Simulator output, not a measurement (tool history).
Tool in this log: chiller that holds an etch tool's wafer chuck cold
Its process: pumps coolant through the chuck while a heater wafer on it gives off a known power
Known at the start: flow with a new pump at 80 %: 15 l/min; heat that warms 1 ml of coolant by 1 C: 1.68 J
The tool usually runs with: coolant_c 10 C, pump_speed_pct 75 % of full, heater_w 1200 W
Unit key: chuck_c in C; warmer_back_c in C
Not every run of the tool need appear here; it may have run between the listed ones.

run,hour,coolant_c,pump_speed_pct,heater_w,chuck_c,warmer_back_c
1,0.0,10,75,1200,20.7,3.16
2,22.2,10,69,1200,21.2,3.54
3,41.8,10,69,1406,23.5,4.13
4,69.7,10,69,1406,23.4,4.17
5,91.9,10,69,1406,23.3,4.12
6,118.2,10,69,1406,23.4,4.13
7,140.9,10,75,706,16.1,1.88
8,165.5,10,75,706,16.1,1.89
9,199.0,10,75,706,16.3,1.87
10,222.6,10,75,706,16.4,1.90
11,259.3,5,96,759,10.9,1.56
12,286.8,17,97,1229,26.7,2.52
13,311.7,10,75,955,18.7,2.57
14,351.9,10,94,907,17.3,1.94
15,392.9,10,80,761,16.5,1.88
16,421.1,10,80,761,16.4,1.93
17,446.0,10,80,761,16.6,1.93
18,481.5,10,71,761,17.0,2.21

Each row is a separate what-if for the run after 18, all from the same tool condition, not one after another. Results?
A,523.8,2,71,1133,?,?
B,523.8,12,63,1674,?,?
C,523.8,10,82,1200,?,?

run,chuck_c,warmer_back_c
A,12.9,3.25
B,29.3,5.49
C,20.7,3.00
What these runs would have given with no unlogged condition in the tool:
run,chuck_c,warmer_back_c
A,11.7,3.02
B,27.0,5.10
C,19.4,2.79
